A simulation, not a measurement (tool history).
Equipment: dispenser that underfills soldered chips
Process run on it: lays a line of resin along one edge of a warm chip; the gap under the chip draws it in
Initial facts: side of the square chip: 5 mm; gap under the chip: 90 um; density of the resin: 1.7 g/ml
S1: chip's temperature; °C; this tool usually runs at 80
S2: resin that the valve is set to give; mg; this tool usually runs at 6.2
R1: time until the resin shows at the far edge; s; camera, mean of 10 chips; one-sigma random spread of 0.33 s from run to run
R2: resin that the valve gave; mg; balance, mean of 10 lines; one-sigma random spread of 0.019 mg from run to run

run,hour,S1,S2,R1,R2
1,0,80,6.2,15.9,5.97
# hour 4: new syringe of resin
2,4.7,80,6.2,12.4,5.94
3,9.3,80,6.2,14.3,5.96
4,14.1,79,6.2,17,5.92
# hour 15.7: new syringe of resin
5,19.3,80,6.2,14.6,5.93
6,23.6,80,6.2,16.1,5.9
7,26.6,80,6.2,17.3,5.92
# hour 27.2: new syringe of resin
# hour 30.5: dispensing valve cleaned and set on the balance
8,31.1,80,6.24,13.3,6.26
9,34.3,80,6.24,15.1,6.22
10,37.6,78,6.2,17.7,6.2
# hour 39.8: new syringe of resin
11,42.3,84,6.2,11.8,6.15
12,47.2,80,6.2,15.4,6.15
13,49.7,93,6.13,11,6.1
# hour 51.6: new syringe of resin
14,52.7,94,7.12,9.1,7.08
15,56.6,84,5.32,13.6,5.28
16,60.9,80,7.89,16.3,7.78
# hour 63.1: new syringe of resin
17,63.8,80,7.89,13.1,7.83
18,68.3,89,7.47,11,7.41
19,73.3,77,5.49,18.1,5.42
# hour 74.7: new syringe of resin
20,76.4,77,5.49,14.9,5.43
21,79.1,77,5.49,15.6,5.39
22,82.1,77,6.32,16.8,6.22
# hour 86.3: new syringe of resin
23,86.5,77,6.32,14.1,6.18
24,90.3,94,5.97,9.3,5.84

Predict each of these 5 candidate next runs independently; none follows another, all start after run 24:
A,94.4,81,7.17,?,?
B,94.4,94,6.33,?,?
C,94.4,94,6.62,?,?
D,94.4,76,7.82,?,?
E,94.4,76,6.2,?,?

run,R1,R2
A,15.6,7.02
B,10.9,6.21
C,10,6.48
D,17.2,7.65
E,17.6,6.05
Without the tool's unlogged condition, the same runs would have read:
run,R1,R2
A,12.9,7.16
B,9,6.34
C,8.1,6.62
D,14,7.81
E,14.2,6.18
